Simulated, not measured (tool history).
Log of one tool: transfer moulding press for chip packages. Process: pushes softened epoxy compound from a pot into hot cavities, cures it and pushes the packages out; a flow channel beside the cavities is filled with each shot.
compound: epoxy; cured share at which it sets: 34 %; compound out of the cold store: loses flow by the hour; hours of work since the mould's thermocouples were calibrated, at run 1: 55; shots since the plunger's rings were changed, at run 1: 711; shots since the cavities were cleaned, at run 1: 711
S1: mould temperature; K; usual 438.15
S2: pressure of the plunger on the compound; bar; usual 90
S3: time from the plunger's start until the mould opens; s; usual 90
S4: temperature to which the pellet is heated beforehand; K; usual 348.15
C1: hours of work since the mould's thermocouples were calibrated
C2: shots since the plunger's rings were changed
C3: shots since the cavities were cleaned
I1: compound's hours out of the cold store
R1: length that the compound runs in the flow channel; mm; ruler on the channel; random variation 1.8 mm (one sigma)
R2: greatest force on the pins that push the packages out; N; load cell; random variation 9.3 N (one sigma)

{"run": 1, "hour": 0.0, "S1": 438.15, "S2": 90, "S3": 90, "S4": 348.15, "C1": 55, "C2": 711, "C3": 711, "I1": 29, "R1": 528, "R2": 626}
{"hour": 7.0, "done": "cavities cleaned with cleaning compound and waxed"}
{"run": 2, "hour": 7.0, "S1": 438.15, "S2": 90, "S3": 112, "S4": 348.15, "C1": 59, "C2": 785, "C3": 0, "I1": 47, "R1": 491, "R2": 642}
{"run": 3, "hour": 15.1, "S1": 438.15, "S2": 90, "S3": 90, "S4": 348.15, "C1": 65, "C2": 894, "C3": 109, "I1": 44.2, "R1": 498, "R2": 693}
{"hour": 24.4, "done": "cavities cleaned with cleaning compound and waxed, once more"}
{"run": 4, "hour": 24.4, "S1": 438.15, "S2": 90, "S3": 90, "S4": 348.15, "C1": 70, "C2": 999, "C3": 0, "I1": 37.1, "R1": 510, "R2": 411}
{"run": 5, "hour": 29.3, "S1": 438.15, "S2": 109.1, "S3": 90, "S4": 348.15, "C1": 73, "C2": 1065, "C3": 66, "I1": 34.7, "R1": 568, "R2": 434}
{"run": 6, "hour": 33.7, "S1": 438.15, "S2": 109.1, "S3": 90, "S4": 348.15, "C1": 76, "C2": 1125, "C3": 126, "I1": 21.6, "R1": 592, "R2": 478}
{"run": 7, "hour": 40.3, "S1": 438.15, "S2": 90, "S3": 90, "S4": 343.15, "C1": 81, "C2": 1214, "C3": 215, "I1": 31.6, "R1": 516, "R2": 506}
{"run": 8, "hour": 44.7, "S1": 438.15, "S2": 90, "S3": 90, "S4": 343.15, "C1": 84, "C2": 1274, "C3": 275, "I1": 18.6, "R1": 541, "R2": 555}
{"run": 9, "hour": 53.7, "S1": 438.15, "S2": 90, "S3": 90, "S4": 343.15, "C1": 90, "C2": 1395, "C3": 396, "I1": 21.6, "R1": 535, "R2": 589}
{"run": 10, "hour": 61.1, "S1": 438.15, "S2": 90, "S3": 90, "S4": 343.15, "C1": 96, "C2": 1495, "C3": 496, "I1": 47.2, "R1": 487, "R2": 578}
{"run": 11, "hour": 70.4, "S1": 438.15, "S2": 90, "S3": 90, "S4": 343.15, "C1": 102, "C2": 1621, "C3": 622, "I1": 11.4, "R1": 556, "R2": 614}
{"run": 12, "hour": 76.6, "S1": 438.15, "S2": 90, "S3": 90, "S4": 349.15, "C1": 106, "C2": 1704, "C3": 705, "I1": 37.8, "R1": 505, "R2": 633}
{"run": 13, "hour": 81.5, "S1": 438.15, "S2": 68.1, "S3": 90, "S4": 348.15, "C1": 110, "C2": 1770, "C3": 771, "I1": 16.9, "R1": 475, "R2": 643}
{"hour": 83.4, "done": "cavities cleaned with cleaning compound and waxed"}
{"run": 14, "hour": 88.7, "S1": 438.15, "S2": 90, "S3": 90, "S4": 348.15, "C1": 114, "C2": 1847, "C3": 71, "I1": 20.1, "R1": 533, "R2": 447}
{"run": 15, "hour": 98.5, "S1": 438.15, "S2": 90, "S3": 90, "S4": 348.15, "C1": 121, "C2": 1980, "C3": 204, "I1": 35.5, "R1": 507, "R2": 498}
{"run": 16, "hour": 103.1, "S1": 432.15, "S2": 90, "S3": 90, "S4": 358.15, "C1": 124, "C2": 2041, "C3": 265, "I1": 14.6, "R1": 564, "R2": 768}
{"run": 17, "hour": 108.5, "S1": 438.15, "S2": 80.5, "S3": 83, "S4": 350.15, "C1": 128, "C2": 2114, "C3": 338, "I1": 9.5, "R1": 527, "R2": 624}
{"run": 18, "hour": 117.1, "S1": 442.15, "S2": 76.4, "S3": 90, "S4": 348.15, "C1": 134, "C2": 2230, "C3": 454, "I1": 44.3, "R1": 446, "R2": 508}
{"run": 19, "hour": 123.5, "S1": 442.15, "S2": 74.9, "S3": 90, "S4": 348.15, "C1": 138, "C2": 2316, "C3": 540, "I1": 41.7, "R1": 441, "R2": 546}
{"run": 20, "hour": 128.7, "S1": 442.15, "S2": 70.4, "S3": 90, "S4": 339.15, "C1": 142, "C2": 2386, "C3": 610, "I1": 13.4, "R1": 473, "R2": 552}
{"run": 21, "hour": 137.6, "S1": 442.15, "S2": 70.4, "S3": 90, "S4": 339.15, "C1": 148, "C2": 2507, "C3": 731, "I1": 8.4, "R1": 487, "R2": 577}
{"hour": 142.8, "done": "cavities cleaned with cleaning compound and waxed"}
{"run": 22, "hour": 144.0, "S1": 442.15, "S2": 70.4, "S3": 90, "S4": 339.15, "C1": 151, "C2": 2574, "C3": 16, "I1": 23.8, "R1": 457, "R2": 379}
{"run": 23, "hour": 150.5, "S1": 434.15, "S2": 102.5, "S3": 99, "S4": 339.15, "C1": 156, "C2": 2661, "C3": 103, "I1": 27.5, "R1": 563, "R2": 523}
{"run": 24, "hour": 156.3, "S1": 434.15, "S2": 102.5, "S3": 99, "S4": 354.15, "C1": 160, "C2": 2740, "C3": 182, "I1": 22.3, "R1": 573, "R2": 543}
{"run": 25, "hour": 162.9, "S1": 446.15, "S2": 73.8, "S3": 99, "S4": 356.15, "C1": 165, "C2": 2828, "C3": 270, "I1": 13.6, "R1": 476, "R2": 488}
{"run": 26, "hour": 171.6, "S1": 438.15, "S2": 90, "S3": 90, "S4": 345.15, "C1": 171, "C2": 2946, "C3": 388, "I1": 20.6, "R1": 530, "R2": 563}
{"run": 27, "hour": 178.7, "S1": 438.15, "S2": 101.4, "S3": 90, "S4": 347.15, "C1": 176, "C2": 3041, "C3": 483, "I1": 39.3, "R1": 525, "R2": 590}
{"run": 28, "hour": 186.2, "S1": 444.15, "S2": 71.2, "S3": 96, "S4": 348.15, "C1": 181, "C2": 3143, "C3": 585, "I1": 46.5, "R1": 416, "R2": 526}
{"run": 29, "hour": 196.0, "S1": 438.15, "S2": 84.3, "S3": 90, "S4": 348.15, "C1": 188, "C2": 3275, "C3": 717, "I1": 27.7, "R1": 494, "R2": 633}

Measured less the same run without the tool's hidden state. The same run-to-run variation is in both; the gauge's scatter may not be:
The hidden state here: true mould temperature over the reading, C; pressure that reaches the compound, % of what is set; grip of the stained cavities, % over clean ones'; drift of the gauge itself on flow_mm, %; drift of the gauge itself on push_out_n, %.
run=1 R1=-7 R2=+214
run=2 R1=-6 R2=+269
run=3 R1=-7 R2=+292
run=4 R1=-8 R2=+5
run=5 R1=-9 R2=+36
run=6 R1=-11 R2=+63
run=7 R1=-10 R2=+96
run=8 R1=-10 R2=+122
run=9 R1=-11 R2=+157
run=10 R1=-10 R2=+170
run=11 R1=-13 R2=+200
run=12 R1=-12 R2=+213
run=13 R1=-12 R2=+218
run=14 R1=-14 R2=+36
run=15 R1=-14 R2=+95
run=16 R1=-16 R2=+168
run=17 R1=-16 R2=+154
run=18 R1=-14 R2=+145
run=19 R1=-14 R2=+167
run=20 R1=-16 R2=+179
run=21 R1=-17 R2=+198
run=22 R1=-17 R2=+22
run=23 R1=-20 R2=+71
run=24 R1=-21 R2=+102
run=25 R1=-19 R2=+112
run=26 R1=-22 R2=+157
run=27 R1=-22 R2=+178
run=28 R1=-18 R2=+168
run=29 R1=-22 R2=+218
